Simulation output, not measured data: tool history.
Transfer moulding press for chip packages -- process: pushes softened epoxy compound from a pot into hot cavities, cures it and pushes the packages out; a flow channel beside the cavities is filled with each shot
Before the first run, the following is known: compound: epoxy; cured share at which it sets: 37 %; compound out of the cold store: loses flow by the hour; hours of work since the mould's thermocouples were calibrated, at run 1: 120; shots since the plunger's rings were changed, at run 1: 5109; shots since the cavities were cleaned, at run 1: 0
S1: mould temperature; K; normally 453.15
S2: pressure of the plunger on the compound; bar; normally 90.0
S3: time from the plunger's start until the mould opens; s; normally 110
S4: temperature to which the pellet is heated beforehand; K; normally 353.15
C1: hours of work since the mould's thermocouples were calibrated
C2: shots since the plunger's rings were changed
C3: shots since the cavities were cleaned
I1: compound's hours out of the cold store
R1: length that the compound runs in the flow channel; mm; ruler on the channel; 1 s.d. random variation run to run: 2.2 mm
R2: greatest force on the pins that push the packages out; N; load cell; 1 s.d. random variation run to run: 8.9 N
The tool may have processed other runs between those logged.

{"run": 1, "hour": 0.0, "S1": 453.15, "S2": 90.0, "S3": 110, "S4": 353.15, "C1": 120, "C2": 5109, "C3": 0, "I1": 26.1, "R1": 483, "R2": 395}
{"run": 2, "hour": 36.5, "S1": 453.15, "S2": 90.0, "S3": 110, "S4": 353.15, "C1": 146, "C2": 5517, "C3": 408, "I1": 17.3, "R1": 501, "R2": 509}
{"run": 3, "hour": 74.3, "S1": 453.15, "S2": 90.0, "S3": 110, "S4": 353.15, "C1": 172, "C2": 5939, "C3": 830, "I1": 9.6, "R1": 517, "R2": 629}
{"hour": 84.4, "done": "cavities cleaned with cleaning compound and waxed"}
{"run": 4, "hour": 113.0, "S1": 453.15, "S2": 90.0, "S3": 110, "S4": 352.15, "C1": 198, "C2": 6354, "C3": 320, "I1": 15.7, "R1": 501, "R2": 529}
{"hour": 146.8, "done": "plunger's sealing rings changed"}
{"run": 5, "hour": 148.3, "S1": 453.15, "S2": 90.0, "S3": 110, "S4": 352.15, "C1": 221, "C2": 16, "C3": 685, "I1": 9.0, "R1": 557, "R2": 571}
{"hour": 172.7, "done": "cavities cleaned with cleaning compound and waxed"}
{"run": 6, "hour": 181.4, "S1": 453.15, "S2": 90.0, "S3": 110, "S4": 352.15, "C1": 243, "C2": 369, "C3": 97, "I1": 39.7, "R1": 482, "R2": 427}
{"run": 7, "hour": 235.5, "S1": 453.15, "S2": 90.0, "S3": 110, "S4": 352.15, "C1": 280, "C2": 972, "C3": 700, "I1": 27.2, "R1": 508, "R2": 571}
{"hour": 256.4, "done": "cavities cleaned with cleaning compound and waxed"}
{"run": 8, "hour": 295.4, "S1": 453.15, "S2": 90.0, "S3": 134, "S4": 353.15, "C1": 321, "C2": 1624, "C3": 435, "I1": 43.7, "R1": 469, "R2": 498}
{"hour": 302.0, "done": "mould's thermocouples calibrated"}
{"hour": 342.4, "done": "cavities cleaned with cleaning compound and waxed"}
{"run": 9, "hour": 360.3, "S1": 458.15, "S2": 90.0, "S3": 102, "S4": 354.15, "C1": 40, "C2": 2309, "C3": 199, "I1": 35.1, "R1": 473, "R2": 447}
{"run": 10, "hour": 397.3, "S1": 459.15, "S2": 90.0, "S3": 148, "S4": 360.15, "C1": 65, "C2": 2722, "C3": 612, "I1": 13.7, "R1": 512, "R2": 525}
{"hour": 427.8, "done": "cavities cleaned with cleaning compound and waxed"}
{"run": 11, "hour": 447.4, "S1": 453.15, "S2": 78.3, "S3": 113, "S4": 353.15, "C1": 99, "C2": 3264, "C3": 218, "I1": 42.9, "R1": 430, "R2": 458}
{"hour": 512.1, "done": "cavities cleaned with cleaning compound and waxed"}
{"run": 12, "hour": 522.4, "S1": 455.15, "S2": 99.5, "S3": 113, "S4": 353.15, "C1": 150, "C2": 4084, "C3": 115, "I1": 20.5, "R1": 523, "R2": 430}
{"run": 13, "hour": 570.2, "S1": 455.15, "S2": 99.5, "S3": 113, "S4": 353.15, "C1": 184, "C2": 4618, "C3": 649, "I1": 36.6, "R1": 488, "R2": 548}
{"hour": 597.7, "done": "cavities cleaned with cleaning compound and waxed"}
{"run": 14, "hour": 636.2, "S1": 457.15, "S2": 93.8, "S3": 113, "S4": 354.15, "C1": 228, "C2": 5337, "C3": 429, "I1": 41.0, "R1": 453, "R2": 496}
{"hour": 680.1, "done": "cavities cleaned with cleaning compound and waxed"}
{"run": 15, "hour": 686.4, "S1": 453.15, "S2": 79.5, "S3": 124, "S4": 353.15, "C1": 262, "C2": 5881, "C3": 70, "I1": 30.4, "R1": 441, "R2": 392}
{"run": 16, "hour": 738.3, "S1": 448.15, "S2": 90.0, "S3": 103, "S4": 353.15, "C1": 298, "C2": 6460, "C3": 649, "I1": 10.9, "R1": 519, "R2": 729}

Here are 5 independent what-if runs from the current tool condition. What would each one return?
{"hour": 761.1, "done": "mould's thermocouples calibrated, once more"}
{"hour": 763.6, "done": "plunger's sealing rings changed"}
{"hour": 769.9, "done": "cavities cleaned with cleaning compound and waxed"}
{"run": "A", "hour": 787.8, "S1": 448.15, "S2": 71.1, "S3": 95, "S4": 353.15, "C1": 16, "C2": 253, "C3": 199, "I1": 35.0, "R1": "?", "R2": "?"}
{"hour": 761.1, "done": "mould's thermocouples calibrated, once more"}
{"hour": 763.6, "done": "plunger's sealing rings changed"}
{"hour": 769.9, "done": "cavities cleaned with cleaning compound and waxed"}
{"run": "B", "hour": 787.8, "S1": 452.15, "S2": 90.0, "S3": 125, "S4": 346.15, "C1": 16, "C2": 253, "C3": 199, "I1": 22.6, "R1": "?", "R2": "?"}
{"hour": 761.1, "done": "mould's thermocouples calibrated, once more"}
{"hour": 763.6, "done": "plunger's sealing rings changed"}
{"hour": 769.9, "done": "cavities cleaned with cleaning compound and waxed"}
{"run": "C", "hour": 787.8, "S1": 455.15, "S2": 89.3, "S3": 127, "S4": 353.15, "C1": 16, "C2": 253, "C3": 199, "I1": 31.4, "R1": "?", "R2": "?"}
{"hour": 761.1, "done": "mould's thermocouples calibrated, once more"}
{"hour": 763.6, "done": "plunger's sealing rings changed"}
{"hour": 769.9, "done": "cavities cleaned with cleaning compound and waxed"}
{"run": "D", "hour": 787.8, "S1": 448.15, "S2": 68.3, "S3": 103, "S4": 353.15, "C1": 16, "C2": 253, "C3": 199, "I1": 35.4, "R1": "?", "R2": "?"}
{"hour": 761.1, "done": "mould's thermocouples calibrated, once more"}
{"hour": 763.6, "done": "plunger's sealing rings changed"}
{"hour": 769.9, "done": "cavities cleaned with cleaning compound and waxed"}
{"run": "E", "hour": 787.8, "S1": 446.15, "S2": 89.6, "S3": 111, "S4": 353.15, "C1": 16, "C2": 253, "C3": 199, "I1": 13.4, "R1": "?", "R2": "?"}

run=A R1=450 R2=709
run=B R1=526 R2=447
run=C R1=498 R2=462
run=D R1=441 R2=625
run=E R1=560 R2=639
Stripped of hidden state, with their random variation kept, the same runs would have yielded:
run=A R1=453 R2=590
run=B R1=529 R2=368
run=C R1=501 R2=380
run=D R1=443 R2=520
run=E R1=564 R2=530
